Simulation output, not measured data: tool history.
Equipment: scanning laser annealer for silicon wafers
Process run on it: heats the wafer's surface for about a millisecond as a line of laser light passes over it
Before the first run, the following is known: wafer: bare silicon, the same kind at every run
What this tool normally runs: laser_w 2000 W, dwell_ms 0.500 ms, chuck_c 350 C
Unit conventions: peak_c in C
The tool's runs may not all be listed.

| run | hour | laser_w | dwell_ms | chuck_c | peak_c |
|---|---|---|---|---|---|
| 1 | 0.0 | 2000 | 0.500 | 350 | 1050 |
| 2 | 79.3 | 2112 | 0.500 | 350 | 1094 |
| 3 | 162.2 | 2000 | 0.500 | 350 | 1042 |
|  | 214.0 | window over the wafer cleaned |
| 4 | 226.0 | 1773 | 0.500 | 350 | 942 |
| 5 | 269.3 | 1773 | 0.500 | 350 | 942 |
| 6 | 307.0 | 1827 | 0.500 | 350 | 963 |
|  | 345.5 | optics aligned, line set to its width |
| 7 | 389.5 | 1827 | 0.500 | 350 | 969 |
| 8 | 433.9 | 1827 | 0.500 | 350 | 964 |
| 9 | 518.5 | 1827 | 0.500 | 350 | 966 |
|  | 540.4 | window over the wafer cleaned, once more |
| 10 | 598.6 | 1827 | 0.500 | 350 | 994 |
| 11 | 672.1 | 1827 | 0.500 | 316 | 956 |
| 12 | 738.3 | 1827 | 0.500 | 316 | 954 |
| 13 | 821.8 | 1827 | 0.500 | 316 | 954 |
| 14 | 894.4 | 2036 | 0.500 | 350 | 1065 |
| 15 | 949.7 | 2036 | 0.500 | 350 | 1066 |
| 16 | 1002.0 | 2036 | 0.500 | 350 | 1060 |
| 17 | 1084.1 | 2125 | 0.500 | 367 | 1110 |
| 18 | 1142.2 | 2125 | 0.500 | 367 | 1109 |
|  | 1150.5 | window over the wafer cleaned |
| 19 | 1227.6 | 2072 | 0.546 | 352 | 1123 |
|  | 1283.1 | optics aligned, line set to its width |
| 20 | 1297.4 | 1988 | 0.553 | 352 | 1097 |
| 21 | 1355.6 | 1946 | 0.405 | 377 | 991 |
| 22 | 1396.1 | 1946 | 0.405 | 377 | 986 |
| 23 | 1465.7 | 2000 | 0.500 | 389 | 1094 |
| 24 | 1506.1 | 2000 | 0.500 | 389 | 1093 |
| 25 | 1568.8 | 2000 | 0.500 | 389 | 1088 |
| 26 | 1626.2 | 2190 | 0.435 | 326 | 1044 |
| 27 | 1670.4 | 1933 | 0.451 | 358 | 992 |
| 28 | 1729.7 | 1853 | 0.451 | 337 | 939 |
|  | 1765.1 | window over the wafer cleaned |
| 29 | 1770.6 | 1853 | 0.367 | 337 | 889 |
| 30 | 1807.7 | 1853 | 0.367 | 363 | 911 |
| 31 | 1854.7 | 1853 | 0.367 | 363 | 911 |

3 ways to go on from here, each from the tool as it stands after run 31. What would each give?
| A | 1892.5 | 1853 | 0.492 | 386 | ? |
| B | 1892.5 | 2000 | 0.354 | 350 | ? |
| C | 1892.5 | 1853 | 0.587 | 363 | ? |

| run | peak_c |
|---|---|
| A | 1025 |
| B | 933 |
| C | 1067 |
What these runs would have given with no unlogged condition in the tool:
| run | peak_c |
|---|---|
| A | 1039 |
| B | 946 |
| C | 1082 |
